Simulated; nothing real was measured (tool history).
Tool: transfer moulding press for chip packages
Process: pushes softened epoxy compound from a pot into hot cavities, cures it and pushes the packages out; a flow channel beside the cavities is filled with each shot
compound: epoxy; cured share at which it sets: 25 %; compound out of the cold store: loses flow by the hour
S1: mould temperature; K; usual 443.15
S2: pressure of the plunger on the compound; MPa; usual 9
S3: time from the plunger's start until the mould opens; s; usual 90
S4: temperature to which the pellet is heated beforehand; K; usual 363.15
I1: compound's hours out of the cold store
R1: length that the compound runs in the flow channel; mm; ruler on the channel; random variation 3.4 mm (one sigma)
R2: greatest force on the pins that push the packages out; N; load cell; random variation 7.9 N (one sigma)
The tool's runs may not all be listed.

run,hour,S1,S2,S3,S4,I1,R1,R2
1,0,443.15,9,90,363.15,11.2,738,469
# hour 33: cavities cleaned with cleaning compound and waxed
2,39.6,443.15,9,90,363.15,34.1,669,382
3,86.9,443.15,9,90,363.15,24.4,684,533
# hour 92: cavities cleaned with cleaning compound and waxed
# hour 105.7: plunger's sealing rings changed
4,142.9,443.15,10.58,90,363.15,20.7,793,531
# hour 155.1: cavities cleaned with cleaning compound and waxed
5,193.2,443.15,9,90,371.15,12.9,744,521
# hour 213.9: cavities cleaned with cleaning compound and waxed
6,227.2,443.15,9,90,371.15,26.5,697,419
# hour 273.2: cavities cleaned with cleaning compound and waxed
7,276.7,443.15,9,90,371.15,18.6,713,355
8,306.2,443.15,9,90,371.15,41.1,643,492
# hour 330.7: cavities cleaned with cleaning compound and waxed
9,330.7,443.15,9,90,371.15,15.2,715,334
# hour 335.3: mould's thermocouples calibrated
# hour 352.3: plunger's sealing rings changed
10,369.9,443.15,9,90,371.15,34.1,693,519
# hour 393.5: cavities cleaned with cleaning compound and waxed
11,418.2,443.15,9,90,371.15,15.3,743,478
12,445.4,443.15,9,83,363.15,11.4,756,628
# hour 452.7: cavities cleaned with cleaning compound and waxed
13,488.7,443.15,9,83,363.15,19.8,718,590
# hour 510.9: cavities cleaned with cleaning compound and waxed
14,521.5,444.15,9,78,365.15,35.1,664,453
15,561.5,443.15,8.9,96,355.15,21.9,699,500
# hour 569.5: cavities cleaned with cleaning compound and waxed
# hour 596.5: plunger's sealing rings changed
16,600.9,443.15,10.46,90,357.15,39.8,737,477

Run 17 comes next. What will it give?
# hour 629.8: cavities cleaned with cleaning compound and waxed
# hour 640.1: mould's thermocouples calibrated, once more
17,653.8,443.15,10.46,90,357.15,26.1,?,?

Run 17 gave R1 778 mm, R2 449 N.
Without the tool's hidden state the same run would have given R1 788 mm, R2 330 N.

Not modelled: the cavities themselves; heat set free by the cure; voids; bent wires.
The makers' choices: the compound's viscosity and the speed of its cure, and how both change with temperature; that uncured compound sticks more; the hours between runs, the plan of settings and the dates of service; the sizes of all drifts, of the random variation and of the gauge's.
